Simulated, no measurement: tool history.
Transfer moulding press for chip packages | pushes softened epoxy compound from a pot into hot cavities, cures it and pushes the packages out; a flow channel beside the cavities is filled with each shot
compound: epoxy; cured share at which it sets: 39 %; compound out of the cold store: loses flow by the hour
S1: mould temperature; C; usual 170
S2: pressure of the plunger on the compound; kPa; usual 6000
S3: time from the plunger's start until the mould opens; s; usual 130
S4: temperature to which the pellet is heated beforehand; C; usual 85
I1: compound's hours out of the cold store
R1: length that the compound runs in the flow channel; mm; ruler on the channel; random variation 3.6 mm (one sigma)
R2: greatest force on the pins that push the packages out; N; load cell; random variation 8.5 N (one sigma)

run,hour,S1,S2,S3,S4,I1,R1,R2
1,0,170,6000,130,85,25.2,608,502
2,9.7,172,6000,130,85,29.2,596,476
3,20.3,170,6000,130,85,17.4,631,540
4,27.8,170,6000,130,85,46.6,557,521
# hour 34.3: cavities cleaned with cleaning compound and waxed
5,39.6,170,4800,130,85,21.1,550,615
6,46,170,4800,130,85,41.5,505,599
7,54.6,170,4800,130,85,43.2,506,606
8,63,170,4800,130,85,8.6,576,633
9,68.3,170,6000,130,79,39.1,574,596
10,75.5,170,6000,130,79,39.8,571,624
11,80.4,170,6000,130,79,36,578,629
# hour 86: cavities cleaned with cleaning compound and waxed, once more
12,86.5,170,6000,158,85,12.6,633,312
13,94.6,170,6000,147,85,24.1,609,347
# hour 99.6: plunger's sealing rings changed
14,106.5,170,6000,169,85,35.1,624,313

Run 15 comes next. What will it give?
15,113.6,170,6000,169,85,23.4,?,?

Run 15 gave R1 650 mm, R2 342 N.
Without the tool's hidden state the same run would have given R1 651 mm, R2 295 N.

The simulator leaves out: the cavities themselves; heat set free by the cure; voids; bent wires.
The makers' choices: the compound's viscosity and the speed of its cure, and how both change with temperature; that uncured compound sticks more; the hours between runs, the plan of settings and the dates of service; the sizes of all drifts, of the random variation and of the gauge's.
